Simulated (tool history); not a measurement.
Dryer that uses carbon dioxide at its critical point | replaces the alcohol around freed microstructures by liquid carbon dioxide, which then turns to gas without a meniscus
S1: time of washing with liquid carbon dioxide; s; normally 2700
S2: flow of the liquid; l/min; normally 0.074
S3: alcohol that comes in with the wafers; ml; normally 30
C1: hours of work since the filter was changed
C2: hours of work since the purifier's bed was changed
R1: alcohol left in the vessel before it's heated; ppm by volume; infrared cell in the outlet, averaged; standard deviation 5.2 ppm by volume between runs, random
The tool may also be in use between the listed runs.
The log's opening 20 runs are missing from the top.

run   hour    S1      S2   S3   C1   C2    R1
 21    182  2700   0.074  101  272  211   419
 22  191.7  2700   0.074  101  279  219   430
 23  197.9  3420    0.05   23  284  223   272
 24  204.8  3420    0.05   50  289  228   611
 25  215.5  2580   0.074   30  297  236   180
 26  227.7  2580   0.074   30  306  245   189
 27  235.2  2580   0.074   30  311  250   186
 28  243.9  2700  0.0919   32  317  257    46
 29  249.1  2700  0.0897   30  321  260    51
 30  259.2  2400  0.0823   78  329  268   350
 31  265.1  2700  0.0982   23  333  272    33
 32  275.6  1920  0.0795  110  340  280  2000
 33  284.2  2580  0.0652   54  347  286   670
 34  294.7  2700  0.0648   30  354  294   321
 35  306.1  2100  0.1258   36  363  302    38

Each row is a separate what-if for the run after 35, all from the same tool condition, not one after another. Results?
  A  314.6  2700  0.0462  30  369  308   ?
  B  314.6  3780   0.074  91  369  308   ?
  C  314.6  3300   0.074  30  369  308   ?
  D  314.6  3240  0.0446  80  369  308   ?

run    R1
  A  1483
  B    56
  C    62
  D  2231
With no hidden state in the tool, these same runs would have given:
run    R1
  A  1103
  B    16
  C    23
  D  1596
